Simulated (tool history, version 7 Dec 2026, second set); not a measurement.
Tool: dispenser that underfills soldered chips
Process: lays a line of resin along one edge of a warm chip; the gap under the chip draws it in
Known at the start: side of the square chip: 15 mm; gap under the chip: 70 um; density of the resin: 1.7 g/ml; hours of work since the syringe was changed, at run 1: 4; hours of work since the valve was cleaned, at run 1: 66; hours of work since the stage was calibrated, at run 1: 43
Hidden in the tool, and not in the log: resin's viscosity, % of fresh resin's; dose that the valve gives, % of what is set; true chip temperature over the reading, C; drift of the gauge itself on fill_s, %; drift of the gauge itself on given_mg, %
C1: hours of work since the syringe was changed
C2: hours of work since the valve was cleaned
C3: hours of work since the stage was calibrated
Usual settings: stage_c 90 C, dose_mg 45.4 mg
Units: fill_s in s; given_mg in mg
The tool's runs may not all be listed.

run 1 hour=0.0 | stage_c=90 dose_mg=45.4 | C1=4 C2=66 C3=43 | fill_s=228.9 given_mg=43.65
-- hour=1.7 dispensing valve cleaned and set on the balance
-- hour=3.4 new syringe of resin
run 2 hour=4.7 | stage_c=90 dose_mg=45.4 | C1=1 C2=2 C3=45 | fill_s=211.7 given_mg=45.42
-- hour=11.3 new syringe of resin
run 3 hour=11.3 | stage_c=90 dose_mg=45.6 | C1=0 C2=6 C3=50 | fill_s=201.5 given_mg=45.28
run 4 hour=15.1 | stage_c=90 dose_mg=45.4 | C1=3 C2=9 C3=52 | fill_s=218.9 given_mg=45.25
-- hour=19.1 new syringe of resin
run 5 hour=21.7 | stage_c=90 dose_mg=45.4 | C1=2 C2=14 C3=57 | fill_s=216.4 given_mg=44.99
run 6 hour=25.7 | stage_c=90 dose_mg=49.6 | C1=5 C2=17 C3=60 | fill_s=229.9 given_mg=49.02
-- hour=26.9 new syringe of resin
run 7 hour=30.5 | stage_c=90 dose_mg=55.3 | C1=3 C2=20 C3=63 | fill_s=212.8 given_mg=54.59
-- hour=34.3 new syringe of resin
run 8 hour=38.1 | stage_c=90 dose_mg=55.3 | C1=3 C2=25 C3=68 | fill_s=216.0 given_mg=54.70
-- hour=41.9 new syringe of resin
run 9 hour=43.1 | stage_c=84 dose_mg=41.2 | C1=1 C2=28 C3=72 | fill_s=267.3 given_mg=40.56
run 10 hour=47.7 | stage_c=87 dose_mg=45.6 | C1=4 C2=32 C3=75 | fill_s=263.9 given_mg=44.91
-- hour=49.5 new syringe of resin
run 11 hour=53.8 | stage_c=87 dose_mg=45.6 | C1=3 C2=36 C3=79 | fill_s=252.9 given_mg=44.70
-- hour=56.9 new syringe of resin
run 12 hour=57.6 | stage_c=75 dose_mg=46.2 | C1=0 C2=38 C3=82 | fill_s=394.5 given_mg=45.10
run 13 hour=63.2 | stage_c=97 dose_mg=54.4 | C1=5 C2=42 C3=86 | fill_s=170.1 given_mg=53.11
-- hour=64.4 new syringe of resin
run 14 hour=71.0 | stage_c=95 dose_mg=50.1 | C1=5 C2=48 C3=91 | fill_s=183.1 given_mg=48.64

The next listed run, before its measurement:
-- hour=71.9 new syringe of resin
run 15 hour=75.4 | stage_c=87 dose_mg=50.1 | C1=2 C2=51 C3=94 | fill_s=? given_mg=?

Run 15 gave fill_s 246.5 s, given_mg 48.63 mg.
Without the tool's hidden state the same run would have given fill_s 230.0 s, given_mg 50.13 mg.

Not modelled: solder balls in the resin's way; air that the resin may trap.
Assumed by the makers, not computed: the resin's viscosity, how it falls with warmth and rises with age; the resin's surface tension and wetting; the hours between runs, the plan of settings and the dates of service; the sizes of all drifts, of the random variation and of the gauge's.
